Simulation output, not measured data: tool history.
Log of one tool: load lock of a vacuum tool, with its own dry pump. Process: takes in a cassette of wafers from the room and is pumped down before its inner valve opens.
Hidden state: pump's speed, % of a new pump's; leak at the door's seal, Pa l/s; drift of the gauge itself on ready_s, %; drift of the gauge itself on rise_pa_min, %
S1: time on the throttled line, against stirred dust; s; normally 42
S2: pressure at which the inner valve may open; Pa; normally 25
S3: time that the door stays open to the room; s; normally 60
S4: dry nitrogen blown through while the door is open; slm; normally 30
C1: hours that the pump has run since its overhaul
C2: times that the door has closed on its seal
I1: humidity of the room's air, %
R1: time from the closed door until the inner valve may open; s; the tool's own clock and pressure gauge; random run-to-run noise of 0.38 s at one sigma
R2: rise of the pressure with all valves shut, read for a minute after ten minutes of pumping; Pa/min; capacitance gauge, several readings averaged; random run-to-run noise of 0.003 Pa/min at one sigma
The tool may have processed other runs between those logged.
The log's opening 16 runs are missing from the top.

At hour 2985.1: dry pump taken out, an overhauled one fitted.
Run 17, hour 3047.6: usual settings but S1 76 s; C1 62; C2 18959; I1 48.1. Result: R1 96.1 s, R2 0.107 Pa/min.
Run 18, hour 3268.8: usual settings; C1 284; C2 19298; I1 44.8. Result: R1 69.7 s, R2 0.114 Pa/min.
Run 19, hour 3410.6: usual settings; C1 426; C2 19516; I1 43.8. Result: R1 69.2 s, R2 0.108 Pa/min.
Run 20, hour 3624.1: usual settings but S1 47 s, S3 42 s; C1 639; C2 19843; I1 46.1. Result: R1 73 s, R2 0.11 Pa/min.
Run 21, hour 3765.1: usual settings but S1 33 s, S3 154 s; C1 780; C2 20059; I1 45.1. Result: R1 62.6 s, R2 0.127 Pa/min.
Run 22, hour 3901: usual settings but S1 33 s, S3 154 s; C1 916; C2 20267; I1 43.9. Result: R1 62.9 s, R2 0.124 Pa/min.
Run 23, hour 4128.5: usual settings but S1 41 s, S3 125 s, S4 4 slm; C1 1143; C2 20616; I1 41. Result: R1 68.3 s, R2 0.163 Pa/min.
Run 24, hour 4306.4: usual settings but S1 58 s, S2 26 Pa, S3 26 s, S4 15 slm; C1 1321; C2 20889; I1 40. Result: R1 81.4 s, R2 0.112 Pa/min.
Run 25, hour 4436.2: usual settings but S1 58 s, S2 26 Pa, S3 26 s, S4 15 slm; C1 1451; C2 21088; I1 45.9. Result: R1 82 s, R2 0.116 Pa/min.
Run 26, hour 4562.3: usual settings but S1 58 s, S2 26 Pa, S3 26 s, S4 15 slm; C1 1577; C2 21281; I1 43.2. Result: R1 81.7 s, R2 0.115 Pa/min.
Run 27, hour 4682: usual settings but S1 54 s, S4 7 slm; C1 1697; C2 21464; I1 47.9. Result: R1 78.6 s, R2 0.139 Pa/min.
Run 28, hour 4872.8: usual settings but S1 54 s, S4 7 slm; C1 1888; C2 21757; I1 43.9. Result: R1 78.5 s, R2 0.14 Pa/min.
Run 29, hour 5017.4: usual settings but S2 22 Pa, S3 195 s; C1 2032; C2 21978; I1 43.4. Result: R1 70.3 s, R2 0.141 Pa/min.
Run 30, hour 5161.8: usual settings but S1 22 s, S2 45 Pa, S3 39 s; C1 2177; C2 22200; I1 42. Result: R1 51.2 s, R2 0.125 Pa/min.
Run 31, hour 5388.6: usual settings but S1 29 s, S2 34 Pa, S3 125 s, S4 22 slm; C1 2403; C2 22547; I1 43.4. Result: R1 57.4 s, R2 0.152 Pa/min.
Run 32, hour 5609: usual settings but S1 52 s, S2 43 Pa, S3 72 s, S4 10 slm; C1 2624; C2 22885; I1 47. Result: R1 74.5 s, R2 0.145 Pa/min.
Run 33, hour 5804.7: usual settings but S1 52 s, S2 43 Pa, S3 70 s, S4 10 slm; C1 2820; C2 23185; I1 41.8. Result: R1 75.2 s, R2 0.149 Pa/min.
Run 34, hour 6040.9: usual settings but S1 52 s, S2 36 Pa, S3 93 s, S4 10 slm; C1 3056; C2 23547; I1 45.6. Result: R1 75.1 s, R2 0.164 Pa/min.
Run 35, hour 6214.2: usual settings but S1 43 s, S3 83 s, S4 7 slm; C1 3229; C2 23813; I1 44.4. Result: R1 70.3 s, R2 0.167 Pa/min.
Run 36, hour 6323.6: usual settings but S2 34 Pa; C1 3338; C2 23980; I1 44. Result: R1 68.5 s, R2 0.139 Pa/min.
Run 37, hour 6529.6: usual settings but S2 34 Pa; C1 3544; C2 24296; I1 46.9. Result: R1 67 s, R2 0.14 Pa/min.

Alternative continuations, all from the tool just after run 37; predict every row:
Run A, hour 6651.2: usual settings but S1 25 s, S2 42 Pa; C1 3666; C2 24483; I1 43.9. Result: R1 ?, R2 ?.
Run B, hour 6651.2: usual settings but S2 19 Pa, S4 6 slm; C1 3666; C2 24483; I1 44.1. Result: R1 ?, R2 ?.
Run C, hour 6651.2: usual settings but S1 63 s, S2 34 Pa, S3 35 s, S4 21 slm; C1 3666; C2 24483; I1 44.2. Result: R1 ?, R2 ?.
Run D, hour 6651.2: usual settings but S2 34 Pa, S3 77 s; C1 3666; C2 24483; I1 46.6. Result: R1 ?, R2 ?.

run    R1     R2
  A  54.7  0.139
  B  70.4  0.161
  C  84.2  0.137
  D  68.2  0.142
What these runs would have given with no unlogged condition in the tool:
run    R1     R2
  A  54.1  0.017
  B  69.8  0.038
  C  83.8  0.014
  D  67.6  0.019

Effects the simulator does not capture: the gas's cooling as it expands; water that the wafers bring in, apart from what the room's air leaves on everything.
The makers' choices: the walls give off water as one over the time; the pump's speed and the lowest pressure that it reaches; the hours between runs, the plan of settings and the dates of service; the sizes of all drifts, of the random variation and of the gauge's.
